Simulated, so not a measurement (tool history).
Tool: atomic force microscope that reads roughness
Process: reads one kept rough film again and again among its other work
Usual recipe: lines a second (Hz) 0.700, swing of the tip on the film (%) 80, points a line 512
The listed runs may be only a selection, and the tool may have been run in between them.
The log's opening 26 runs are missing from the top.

run	hour	lines a second (Hz)	swing of the tip on the film (%)	points a line	roughness of the kept film (nm (root mean square))
27	1222.1	1.101	73	281	4.015
# hour 1228.3: new tip fitted
28	1279.5	1.304	55	580	4.235
# hour 1285.2: new tip fitted
29	1335.1	0.644	55	666	4.301
# hour 1343.8: new tip fitted
30	1368.7	0.520	80	601	4.154
# hour 1399.4: new tip fitted
31	1412.2	1.143	88	601	3.757
# hour 1457.5: new tip fitted
32	1468.9	1.136	64	457	4.154
33	1501.1	3.564	80	378	3.196
# hour 1515.4: new tip fitted
34	1534.1	1.492	83	378	3.698
35	1565.3	0.700	80	638	4.094
# hour 1573.1: new tip fitted
36	1616.4	0.700	65	385	4.236
# hour 1633.9: new tip fitted
37	1665.6	0.820	78	297	4.032

Estimate the outcome of run 38 from the log above:
# hour 1693.2: new tip fitted
38	1705.4	0.820	78	297	?

{"run 38": {"roughness of the kept film (nm (root mean square))": 4.044}}
Without the tool's hidden state the same run would have given roughness of the kept film (nm (root mean square)) 4.045.

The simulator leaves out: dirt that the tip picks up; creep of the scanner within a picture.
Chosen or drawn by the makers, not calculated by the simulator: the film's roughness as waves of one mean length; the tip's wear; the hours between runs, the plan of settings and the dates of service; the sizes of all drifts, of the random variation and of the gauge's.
